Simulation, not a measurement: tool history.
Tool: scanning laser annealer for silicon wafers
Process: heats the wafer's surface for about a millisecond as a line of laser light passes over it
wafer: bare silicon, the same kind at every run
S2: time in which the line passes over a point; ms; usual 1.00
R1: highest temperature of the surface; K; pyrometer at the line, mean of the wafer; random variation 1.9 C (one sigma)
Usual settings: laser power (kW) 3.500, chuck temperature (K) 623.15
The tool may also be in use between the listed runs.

run 1 hour=0.0 | laser_power_(kW)=3.500 S2=1.00 chuck_temperature_(K)=623.15 | R1=1421.15
run 2 hour=6.9 | laser_power_(kW)=3.500 S2=1.00 chuck_temperature_(K)=623.15 | R1=1421.15
run 3 hour=16.6 | laser_power_(kW)=3.072 S2=1.00 chuck_temperature_(K)=623.15 | R1=1329.15
run 4 hour=26.0 | laser_power_(kW)=3.500 S2=1.00 chuck_temperature_(K)=601.15 | R1=1399.15
run 5 hour=36.4 | laser_power_(kW)=3.500 S2=1.00 chuck_temperature_(K)=601.15 | R1=1398.15
run 6 hour=44.0 | laser_power_(kW)=3.500 S2=1.00 chuck_temperature_(K)=601.15 | R1=1398.15
run 7 hour=51.1 | laser_power_(kW)=3.500 S2=1.00 chuck_temperature_(K)=623.15 | R1=1420.15
run 8 hour=55.8 | laser_power_(kW)=3.500 S2=1.00 chuck_temperature_(K)=623.15 | R1=1425.15
run 9 hour=65.9 | laser_power_(kW)=3.500 S2=1.00 chuck_temperature_(K)=623.15 | R1=1421.15

The next listed run, before its measurement:
run 10 hour=72.7 | laser_power_(kW)=3.004 S2=1.03 chuck_temperature_(K)=660.15 | R1=?

Run 10 gave R1 1367.15 K.
Without the tool's hidden state the same run would have given R1 1367.15 K.
